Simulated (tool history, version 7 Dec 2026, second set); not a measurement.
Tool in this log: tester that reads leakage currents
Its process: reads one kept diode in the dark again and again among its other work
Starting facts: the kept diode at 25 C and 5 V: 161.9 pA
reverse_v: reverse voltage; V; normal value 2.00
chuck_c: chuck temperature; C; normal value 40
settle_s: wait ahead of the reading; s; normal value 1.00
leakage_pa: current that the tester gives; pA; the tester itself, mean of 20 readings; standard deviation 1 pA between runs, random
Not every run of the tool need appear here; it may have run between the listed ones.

run 1 hour=0.0 | reverse_v=2.00 chuck_c=40 settle_s=1.00 | leakage_pa=335.98
run 2 hour=27.6 | reverse_v=2.00 chuck_c=40 settle_s=1.00 | leakage_pa=334.15
run 3 hour=47.6 | reverse_v=2.00 chuck_c=40 settle_s=1.00 | leakage_pa=332.86
run 4 hour=80.5 | reverse_v=2.00 chuck_c=40 settle_s=1.00 | leakage_pa=331.59
run 5 hour=97.4 | reverse_v=2.00 chuck_c=40 settle_s=1.00 | leakage_pa=332.75
run 6 hour=127.6 | reverse_v=2.00 chuck_c=40 settle_s=1.00 | leakage_pa=330.49
run 7 hour=151.6 | reverse_v=2.00 chuck_c=40 settle_s=0.53 | leakage_pa=329.88
run 8 hour=173.4 | reverse_v=2.00 chuck_c=40 settle_s=0.53 | leakage_pa=330.07
run 9 hour=190.6 | reverse_v=2.00 chuck_c=40 settle_s=0.53 | leakage_pa=329.74
run 10 hour=224.3 | reverse_v=2.00 chuck_c=40 settle_s=0.53 | leakage_pa=326.66
run 11 hour=248.6 | reverse_v=2.00 chuck_c=40 settle_s=0.53 | leakage_pa=329.43
run 12 hour=269.3 | reverse_v=2.00 chuck_c=40 settle_s=0.53 | leakage_pa=328.82
run 13 hour=288.0 | reverse_v=2.00 chuck_c=40 settle_s=0.53 | leakage_pa=325.13
run 14 hour=304.1 | reverse_v=2.00 chuck_c=40 settle_s=0.53 | leakage_pa=325.70
run 15 hour=329.3 | reverse_v=2.00 chuck_c=40 settle_s=0.53 | leakage_pa=326.71
run 16 hour=350.8 | reverse_v=2.00 chuck_c=40 settle_s=0.53 | leakage_pa=322.35
run 17 hour=373.0 | reverse_v=2.00 chuck_c=40 settle_s=1.00 | leakage_pa=322.75
-- hour=389.1 chuck's temperature calibrated
run 18 hour=400.0 | reverse_v=2.00 chuck_c=40 settle_s=1.00 | leakage_pa=343.09
run 19 hour=435.7 | reverse_v=2.00 chuck_c=40 settle_s=1.00 | leakage_pa=343.59
run 20 hour=466.2 | reverse_v=2.00 chuck_c=40 settle_s=1.00 | leakage_pa=344.48
run 21 hour=498.4 | reverse_v=12.61 chuck_c=35 settle_s=1.17 | leakage_pa=496.77
run 22 hour=531.2 | reverse_v=2.00 chuck_c=21 settle_s=4.23 | leakage_pa=84.66
run 23 hour=561.8 | reverse_v=11.02 chuck_c=46 settle_s=4.23 | leakage_pa=993.11
run 24 hour=583.5 | reverse_v=7.76 chuck_c=46 settle_s=1.75 | leakage_pa=864.97
run 25 hour=600.6 | reverse_v=7.76 chuck_c=46 settle_s=1.75 | leakage_pa=868.81
run 26 hour=621.0 | reverse_v=2.94 chuck_c=27 settle_s=5.59 | leakage_pa=154.38
run 27 hour=644.4 | reverse_v=3.43 chuck_c=59 settle_s=0.45 | leakage_pa=1442.65
run 28 hour=666.2 | reverse_v=1.69 chuck_c=35 settle_s=1.96 | leakage_pa=222.31
run 29 hour=687.1 | reverse_v=10.41 chuck_c=33 settle_s=1.57 | leakage_pa=392.85
run 30 hour=719.4 | reverse_v=2.00 chuck_c=36 settle_s=1.26 | leakage_pa=252.81
run 31 hour=740.6 | reverse_v=12.07 chuck_c=36 settle_s=1.26 | leakage_pa=511.46
run 32 hour=775.9 | reverse_v=3.39 chuck_c=32 settle_s=1.02 | leakage_pa=232.82
run 33 hour=811.1 | reverse_v=3.69 chuck_c=57 settle_s=1.02 | leakage_pa=1284.72
run 34 hour=830.0 | reverse_v=3.69 chuck_c=57 settle_s=1.02 | leakage_pa=1292.04
run 35 hour=845.9 | reverse_v=1.15 chuck_c=40 settle_s=3.59 | leakage_pa=266.35
run 36 hour=872.0 | reverse_v=2.00 chuck_c=26 settle_s=4.31 | leakage_pa=119.78
run 37 hour=892.9 | reverse_v=2.91 chuck_c=46 settle_s=0.46 | leakage_pa=574.01
run 38 hour=914.5 | reverse_v=2.00 chuck_c=40 settle_s=0.40 | leakage_pa=328.76
run 39 hour=932.5 | reverse_v=2.39 chuck_c=46 settle_s=2.28 | leakage_pa=531.90
run 40 hour=961.9 | reverse_v=2.70 chuck_c=54 settle_s=1.71 | leakage_pa=932.88

Forecast each of these 3 alternatives for the next run:
run A hour=984.0 | reverse_v=2.04 chuck_c=50 settle_s=1.94 | leakage_pa=?
run B hour=984.0 | reverse_v=7.66 chuck_c=47 settle_s=1.71 | leakage_pa=?
run C hour=984.0 | reverse_v=2.00 chuck_c=31 settle_s=1.00 | leakage_pa=?

run=A leakage_pa=645.36
run=B leakage_pa=886.92
run=C leakage_pa=172.44
With no hidden state in the tool, these same runs would have given:
run=A leakage_pa=667.97
run=B leakage_pa=916.09
run=C leakage_pa=178.70
